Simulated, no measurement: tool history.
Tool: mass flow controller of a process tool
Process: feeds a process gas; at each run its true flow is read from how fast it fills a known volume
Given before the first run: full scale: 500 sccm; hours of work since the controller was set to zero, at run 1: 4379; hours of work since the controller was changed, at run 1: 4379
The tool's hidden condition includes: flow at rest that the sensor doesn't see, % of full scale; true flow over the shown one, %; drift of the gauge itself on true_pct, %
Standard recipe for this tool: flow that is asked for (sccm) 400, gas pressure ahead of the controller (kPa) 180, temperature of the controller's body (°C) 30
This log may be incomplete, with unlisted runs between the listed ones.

| run | hour | flow that is asked for (sccm) | gas pressure ahead of the controller (kPa) | temperature of the controller's body (°C) | hours of work since the controller was set to zero | hours of work since the controller was changed | true flow (%) |
|---|---|---|---|---|---|---|---|
| 1 | 0 | 400 | 180 | 30 | 4379 | 4379 | 102.37 |
| 2 | 124 | 400 | 180 | 30 | 4470 | 4470 | 102.45 |
| 3 | 257 | 129 | 180 | 30 | 4566 | 4566 | 100.22 |
| 4 | 425.3 | 129 | 180 | 30 | 4689 | 4689 | 100.27 |
| 5 | 588.6 | 400 | 154 | 30 | 4807 | 4807 | 102.67 |
| 6 | 689.1 | 400 | 154 | 30 | 4881 | 4881 | 102.83 |
| 7 | 873.4 | 89 | 180 | 30 | 5015 | 5015 | 99.35 |
| 8 | 970.9 | 400 | 180 | 24 | 5085 | 5085 | 103.15 |
| 9 | 1063.2 | 64 | 148 | 37 | 5153 | 5153 | 97.87 |
|  | 1208.6 | controller exchanged for a calibrated one |
| 10 | 1279.3 | 376 | 156 | 37 | 51 | 51 | 98.62 |
|  | 1292.8 | controller's zero set anew |
| 11 | 1397.8 | 209 | 177 | 30 | 76 | 137 | 98.56 |
| 12 | 1550.6 | 400 | 180 | 40 | 187 | 248 | 98.66 |
|  | 1624.4 | controller's zero set anew, once more |
| 13 | 1739.9 | 400 | 147 | 37 | 84 | 386 | 99.18 |
| 14 | 1930.5 | 378 | 227 | 37 | 223 | 524 | 98.96 |
| 15 | 2034.7 | 308 | 180 | 21 | 298 | 600 | 99.85 |

Here are 5 independent what-if runs from the current tool condition. What would each one return?
| A | 2228.8 | 400 | 157 | 30 | 440 | 741 | ? |
| B | 2228.8 | 72 | 265 | 20 | 440 | 741 | ? |
| C | 2228.8 | 116 | 180 | 30 | 440 | 741 | ? |
| D | 2228.8 | 400 | 168 | 30 | 440 | 741 | ? |
| E | 2228.8 | 305 | 180 | 30 | 440 | 741 | ? |

| run | true flow (%) |
|---|---|
| A | 99.83 |
| B | 98.77 |
| C | 98.65 |
| D | 99.82 |
| E | 99.52 |
Take away the tool's hidden state, keep each run's random variation, and the runs would have read:
| run | true flow (%) |
|---|---|
| A | 99.48 |
| B | 98.68 |
| C | 98.44 |
| D | 99.46 |
| E | 99.19 |

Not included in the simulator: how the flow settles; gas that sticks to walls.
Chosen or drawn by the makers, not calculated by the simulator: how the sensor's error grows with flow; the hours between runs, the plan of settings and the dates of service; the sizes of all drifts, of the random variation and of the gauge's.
